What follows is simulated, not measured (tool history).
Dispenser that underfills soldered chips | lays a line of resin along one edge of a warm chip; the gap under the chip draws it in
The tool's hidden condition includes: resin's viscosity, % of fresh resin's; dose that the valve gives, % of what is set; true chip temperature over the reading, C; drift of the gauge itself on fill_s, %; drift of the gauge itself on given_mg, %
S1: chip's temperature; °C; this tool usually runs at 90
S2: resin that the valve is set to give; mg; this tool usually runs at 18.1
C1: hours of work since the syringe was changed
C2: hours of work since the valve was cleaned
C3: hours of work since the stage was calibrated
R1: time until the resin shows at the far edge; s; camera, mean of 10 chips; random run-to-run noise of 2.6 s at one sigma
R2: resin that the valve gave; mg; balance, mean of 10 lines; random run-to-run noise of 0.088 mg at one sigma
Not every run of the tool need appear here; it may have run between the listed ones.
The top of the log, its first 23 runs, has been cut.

run   hour   S1    S2  C1   C2   C3     R1     R2
      93.1  -- new syringe of resin
 24   97.1   93  18.3   3  127  182  268.1  16.68
 25  100.7   77    20   5  129  184  538.6     18
     105.6  -- new syringe of resin
 26  107.1   77    20   1  133  188  468.6  18.01
 27  109.7   77    20   3  135  189  494.9  17.88
 28  115.5   83  15.4   6  139  193  478.4  13.75
     118.2  -- new syringe of resin
 29  121.2   78  19.3   2  142  196  475.9  17.22
     123.9  -- dispensing valve cleaned and set on the balance
 30  127.1   99  15.7   5    2  199  240.6  15.64
 31  130.9   89  20.5   7    4  202  356.8  20.35
     131.5  -- new syringe of resin
 32  133.9   80    19   2    6  204  411.4  18.89
 33  139.9   91  18.1   5   10  207  305.5  17.72
       144  -- new syringe of resin
 34  144.3   86  23.3   0   12  210  315.9  23.12
 35  147.1   93    18   2   14  212  256.2   17.9
 36  152.8  104    21   6   18  215  191.5  20.79
     156.6  -- new syringe of resin
 37  158.2  104    21   1   21  218  164.8  20.65

3 options for the next run, each taken on its own from the tool as it stands now. Forecast them:
  A  161.6   85  19.5   3  23  221   ?   ?
  B  161.6  104  20.8   3  23  221   ?   ?
  C  161.6   90  20.6   3  23  221   ?   ?

run     R1     R2
  A  367.4  19.11
  B  180.9  20.45
  C  296.3  20.21
Had the tool no hidden state, the same runs would have come out as:
run     R1     R2
  A  305.8  19.45
  B  151.4  20.81
  C  247.1  20.57
